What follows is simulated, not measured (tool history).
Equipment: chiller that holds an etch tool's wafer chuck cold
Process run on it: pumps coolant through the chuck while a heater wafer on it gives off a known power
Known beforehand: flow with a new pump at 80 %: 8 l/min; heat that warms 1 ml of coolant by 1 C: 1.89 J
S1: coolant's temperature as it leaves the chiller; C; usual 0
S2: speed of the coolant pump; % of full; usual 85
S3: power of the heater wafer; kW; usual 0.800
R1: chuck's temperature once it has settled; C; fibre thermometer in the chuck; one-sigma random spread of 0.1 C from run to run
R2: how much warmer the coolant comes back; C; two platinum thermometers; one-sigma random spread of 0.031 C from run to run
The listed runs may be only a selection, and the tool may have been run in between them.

Run 1, day 0.000: usual settings. Result: R1 6.4 C, R2 2.97 C.
Run 2, day 1.488: usual settings. Result: R1 6.3 C, R2 3.01 C.
Run 3, day 4.571: usual settings but S3 0.773 kW. Result: R1 6.1 C, R2 2.86 C.
Run 4, day 6.471: usual settings but S3 0.773 kW. Result: R1 6.3 C, R2 2.93 C.
Run 5, day 8.100: usual settings but S3 0.773 kW. Result: R1 6.1 C, R2 2.99 C.
Run 6, day 9.712: usual settings. Result: R1 6.3 C, R2 3.14 C.
Run 7, day 12.962: usual settings but S3 1.191 kW. Result: R1 9.4 C, R2 4.54 C.
Run 8, day 15.258: usual settings but S3 1.191 kW. Result: R1 9.4 C, R2 4.47 C.
Run 9, day 16.979: usual settings but S1 4 C. Result: R1 10.3 C, R2 3.05 C.
Run 10, day 19.079: usual settings but S1 4 C. Result: R1 10.3 C, R2 3.07 C.
Run 11, day 22.100: usual settings but S3 0.523 kW. Result: R1 4.0 C, R2 2.06 C.
At day 23.854: chiller's thermometer calibrated.
Run 12, day 24.729: usual settings but S3 0.523 kW. Result: R1 4.1 C, R2 2.10 C.
Run 13, day 27.983: usual settings but S3 0.523 kW. Result: R1 4.0 C, R2 2.09 C.
Run 14, day 30.092: usual settings but S3 0.523 kW. Result: R1 4.1 C, R2 2.07 C.
Run 15, day 33.171: usual settings but S3 0.523 kW. Result: R1 4.0 C, R2 2.16 C.
Run 16, day 36.458: usual settings but S3 0.523 kW. Result: R1 4.1 C, R2 2.15 C.
Run 17, day 38.383: usual settings but S3 0.523 kW. Result: R1 3.9 C, R2 2.14 C.
Run 18, day 40.704: usual settings but S1 -9 C, S2 78 % of full, S3 0.421 kW. Result: R1 -5.6 C, R2 1.96 C.

The next listed run, before its measurement:
Run 19, day 42.329: usual settings but S1 -9 C, S2 78 % of full, S3 0.421 kW. Result: R1 ?, R2 ?.

For run 19 the tool returned R1 -5.5 C, R2 1.89 C.
On a tool with no hidden condition, and with the same random variation, this run would have come out at R1 -5.5 C, R2 1.64 C.

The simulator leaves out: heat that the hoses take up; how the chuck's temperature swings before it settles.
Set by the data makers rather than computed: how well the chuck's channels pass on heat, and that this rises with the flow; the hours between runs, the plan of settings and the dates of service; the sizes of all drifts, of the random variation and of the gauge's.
